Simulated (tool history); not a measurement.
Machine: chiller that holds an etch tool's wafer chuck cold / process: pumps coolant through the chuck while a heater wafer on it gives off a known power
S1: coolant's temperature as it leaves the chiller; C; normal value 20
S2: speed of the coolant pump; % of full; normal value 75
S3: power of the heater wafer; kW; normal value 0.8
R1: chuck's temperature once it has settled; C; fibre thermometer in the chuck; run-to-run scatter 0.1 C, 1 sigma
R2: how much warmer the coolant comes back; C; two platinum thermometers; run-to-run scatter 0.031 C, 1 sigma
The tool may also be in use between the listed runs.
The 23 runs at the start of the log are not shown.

run    hour  S1  S2     S3    R1    R2
 24  3134.8  20  75  0.556  24.4  2.08
 25  3302.4  20  75  0.556  24.4  1.95
 26  3433.3  14  64  0.679  20.1  2.94
 27  3516.6  20  64    0.8  27.2   3.4
 28  3596.6  20  77  1.192  29.4  4.26
 29  3731.9  20  67  0.847  27.5  3.48
 30    3886  20  67  0.847  27.4  3.47
 31  4011.6  22  88  0.692  26.9  2.12

5 ways to go on from here, each from the tool as it stands after run 31. What would each give?
  A  4193.9  22  88  1.052   ?   ?
  B  4193.9  14  71  0.978   ?   ?
  C  4193.9  21  74  0.528   ?   ?
  D  4193.9  14  62    0.8   ?   ?
  E  4193.9  19  77  0.692   ?   ?

run    R1    R2
  A  29.5  3.29
  B  22.1  3.82
  C  25.4  1.98
  D  21.3  3.56
  E  24.4  2.48
With the hidden condition removed and each run's random variation left untouched, the same runs would have given:
run    R1    R2
  A  29.5  3.28
  B  22.1  3.82
  C  25.4  1.97
  D  21.3  3.55
  E  24.4  2.48
